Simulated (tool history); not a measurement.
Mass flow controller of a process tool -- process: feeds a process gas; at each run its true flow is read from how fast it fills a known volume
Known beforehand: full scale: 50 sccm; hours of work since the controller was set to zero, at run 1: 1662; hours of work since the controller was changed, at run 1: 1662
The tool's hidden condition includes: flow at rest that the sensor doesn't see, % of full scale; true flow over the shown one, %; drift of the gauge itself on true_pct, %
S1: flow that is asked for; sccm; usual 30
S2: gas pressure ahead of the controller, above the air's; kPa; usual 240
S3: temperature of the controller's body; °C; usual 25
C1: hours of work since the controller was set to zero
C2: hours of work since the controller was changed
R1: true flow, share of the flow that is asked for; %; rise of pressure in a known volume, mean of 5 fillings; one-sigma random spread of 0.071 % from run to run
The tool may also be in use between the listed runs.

{"run": 1, "hour": 0.0, "S1": 30, "S2": 240, "S3": 25, "C1": 1662, "C2": 1662, "R1": 99.68}
{"run": 2, "hour": 220.8, "S1": 35, "S2": 240, "S3": 25, "C1": 1755, "C2": 1755, "R1": 99.98}
{"run": 3, "hour": 466.4, "S1": 35, "S2": 240, "S3": 25, "C1": 1859, "C2": 1859, "R1": 99.87}
{"run": 4, "hour": 708.2, "S1": 35, "S2": 240, "S3": 25, "C1": 1961, "C2": 1961, "R1": 99.78}
{"run": 5, "hour": 1018.9, "S1": 30, "S2": 143, "S3": 25, "C1": 2093, "C2": 2093, "R1": 99.43}
{"run": 6, "hour": 1179.4, "S1": 6, "S2": 240, "S3": 25, "C1": 2161, "C2": 2161, "R1": 95.94}
{"run": 7, "hour": 1493.0, "S1": 6, "S2": 240, "S3": 25, "C1": 2294, "C2": 2294, "R1": 95.86}
{"run": 8, "hour": 1745.2, "S1": 6, "S2": 240, "S3": 25, "C1": 2400, "C2": 2400, "R1": 95.6}
{"run": 9, "hour": 1935.1, "S1": 6, "S2": 240, "S3": 25, "C1": 2481, "C2": 2481, "R1": 95.54}
{"run": 10, "hour": 2232.0, "S1": 30, "S2": 240, "S3": 22, "C1": 2606, "C2": 2606, "R1": 99.58}
{"run": 11, "hour": 2405.9, "S1": 30, "S2": 240, "S3": 22, "C1": 2680, "C2": 2680, "R1": 99.57}
{"run": 12, "hour": 2680.4, "S1": 30, "S2": 240, "S3": 38, "C1": 2796, "C2": 2796, "R1": 100.85}
{"run": 13, "hour": 2855.4, "S1": 30, "S2": 240, "S3": 38, "C1": 2870, "C2": 2870, "R1": 101.0}
{"run": 14, "hour": 3125.2, "S1": 30, "S2": 240, "S3": 38, "C1": 2984, "C2": 2984, "R1": 100.95}
{"run": 15, "hour": 3391.9, "S1": 30, "S2": 240, "S3": 38, "C1": 3097, "C2": 3097, "R1": 101.06}
{"run": 16, "hour": 3699.7, "S1": 30, "S2": 170, "S3": 25, "C1": 3227, "C2": 3227, "R1": 99.8}
{"run": 17, "hour": 3880.7, "S1": 30, "S2": 170, "S3": 25, "C1": 3304, "C2": 3304, "R1": 99.79}
{"run": 18, "hour": 4089.0, "S1": 30, "S2": 240, "S3": 34, "C1": 3392, "C2": 3392, "R1": 100.74}
{"run": 19, "hour": 4295.2, "S1": 30, "S2": 240, "S3": 34, "C1": 3479, "C2": 3479, "R1": 100.68}
{"run": 20, "hour": 4497.6, "S1": 30, "S2": 240, "S3": 25, "C1": 3565, "C2": 3565, "R1": 100.04}
{"run": 21, "hour": 4816.9, "S1": 30, "S2": 240, "S3": 25, "C1": 3700, "C2": 3700, "R1": 100.07}
{"run": 22, "hour": 5149.3, "S1": 30, "S2": 240, "S3": 25, "C1": 3841, "C2": 3841, "R1": 100.19}
{"run": 23, "hour": 5369.4, "S1": 30, "S2": 240, "S3": 25, "C1": 3934, "C2": 3934, "R1": 100.06}
{"run": 24, "hour": 5665.9, "S1": 30, "S2": 240, "S3": 25, "C1": 4059, "C2": 4059, "R1": 100.02}
{"run": 25, "hour": 5836.3, "S1": 8, "S2": 256, "S3": 29, "C1": 4131, "C2": 4131, "R1": 95.97}
{"run": 26, "hour": 6109.4, "S1": 6, "S2": 222, "S3": 21, "C1": 4247, "C2": 4247, "R1": 93.19}
{"run": 27, "hour": 6250.8, "S1": 30, "S2": 189, "S3": 25, "C1": 4307, "C2": 4307, "R1": 99.94}
{"run": 28, "hour": 6508.8, "S1": 20, "S2": 189, "S3": 25, "C1": 4416, "C2": 4416, "R1": 98.95}
{"run": 29, "hour": 6773.2, "S1": 37, "S2": 162, "S3": 26, "C1": 4528, "C2": 4528, "R1": 100.56}
{"run": 30, "hour": 6938.3, "S1": 8, "S2": 157, "S3": 29, "C1": 4598, "C2": 4598, "R1": 95.22}
{"run": 31, "hour": 7262.4, "S1": 8, "S2": 157, "S3": 29, "C1": 4735, "C2": 4735, "R1": 95.06}
{"run": 32, "hour": 7402.5, "S1": 9, "S2": 189, "S3": 25, "C1": 4794, "C2": 4794, "R1": 95.6}
{"run": 33, "hour": 7679.8, "S1": 30, "S2": 260, "S3": 23, "C1": 4912, "C2": 4912, "R1": 100.27}
{"run": 34, "hour": 7989.6, "S1": 20, "S2": 186, "S3": 23, "C1": 5043, "C2": 5043, "R1": 98.77}
{"run": 35, "hour": 8329.1, "S1": 20, "S2": 186, "S3": 25, "C1": 5186, "C2": 5186, "R1": 98.92}
{"run": 36, "hour": 8575.4, "S1": 20, "S2": 186, "S3": 25, "C1": 5291, "C2": 5291, "R1": 99.06}
{"run": 37, "hour": 8820.5, "S1": 20, "S2": 186, "S3": 25, "C1": 5394, "C2": 5394, "R1": 99.0}
{"run": 38, "hour": 9010.9, "S1": 20, "S2": 186, "S3": 25, "C1": 5475, "C2": 5475, "R1": 98.84}
{"run": 39, "hour": 9150.2, "S1": 20, "S2": 186, "S3": 25, "C1": 5534, "C2": 5534, "R1": 98.89}
{"run": 40, "hour": 9332.3, "S1": 7, "S2": 240, "S3": 21, "C1": 5611, "C2": 5611, "R1": 93.08}
{"hour": 9467.5, "done": "controller exchanged for a calibrated one"}
{"run": 41, "hour": 9666.2, "S1": 7, "S2": 240, "S3": 21, "C1": 84, "C2": 84, "R1": 97.94}
{"run": 42, "hour": 9872.5, "S1": 30, "S2": 215, "S3": 31, "C1": 171, "C2": 171, "R1": 99.7}
{"run": 43, "hour": 10158.5, "S1": 30, "S2": 215, "S3": 31, "C1": 292, "C2": 292, "R1": 99.71}
{"run": 44, "hour": 10307.3, "S1": 30, "S2": 238, "S3": 32, "C1": 355, "C2": 355, "R1": 99.93}
{"run": 45, "hour": 10566.4, "S1": 34, "S2": 227, "S3": 36, "C1": 465, "C2": 465, "R1": 100.42}
{"run": 46, "hour": 10782.1, "S1": 17, "S2": 265, "S3": 34, "C1": 556, "C2": 556, "R1": 99.58}
{"run": 47, "hour": 11068.3, "S1": 6, "S2": 240, "S3": 25, "C1": 677, "C2": 677, "R1": 97.53}
{"run": 48, "hour": 11398.8, "S1": 22, "S2": 169, "S3": 25, "C1": 817, "C2": 817, "R1": 98.88}

Measured result minus the same run's result without the hidden state. Both carry the same run-to-run variation, though not necessarily the same gauge scatter:
run=1 R1=+0.15
run=2 R1=+0.26
run=3 R1=+0.29
run=4 R1=+0.31
run=5 R1=+0.24
run=6 R1=-2.72
run=7 R1=-2.87
run=8 R1=-3.00
run=9 R1=-3.11
run=10 R1=+0.34
run=11 R1=+0.36
run=12 R1=+0.38
run=13 R1=+0.39
run=14 R1=+0.41
run=15 R1=+0.44
run=16 R1=+0.46
run=17 R1=+0.48
run=18 R1=+0.50
run=19 R1=+0.52
run=20 R1=+0.53
run=21 R1=+0.56
run=22 R1=+0.59
run=23 R1=+0.61
run=24 R1=+0.64
run=25 R1=-3.20
run=26 R1=-5.08
run=27 R1=+0.69
run=28 R1=-0.04
run=29 R1=+1.02
run=30 R1=-3.55
run=31 R1=-3.65
run=32 R1=-3.02
run=33 R1=+0.80
run=34 R1=-0.03
run=35 R1=-0.02
run=36 R1=-0.01
run=37 R1=-0.01
run=38 R1=+0.00
run=39 R1=-0.01
run=40 R1=-5.30
run=41 R1=-0.45
run=42 R1=-0.20
run=43 R1=-0.17
run=44 R1=-0.16
run=45 R1=-0.12
run=46 R1=-0.29
run=47 R1=-1.15
run=48 R1=-0.18
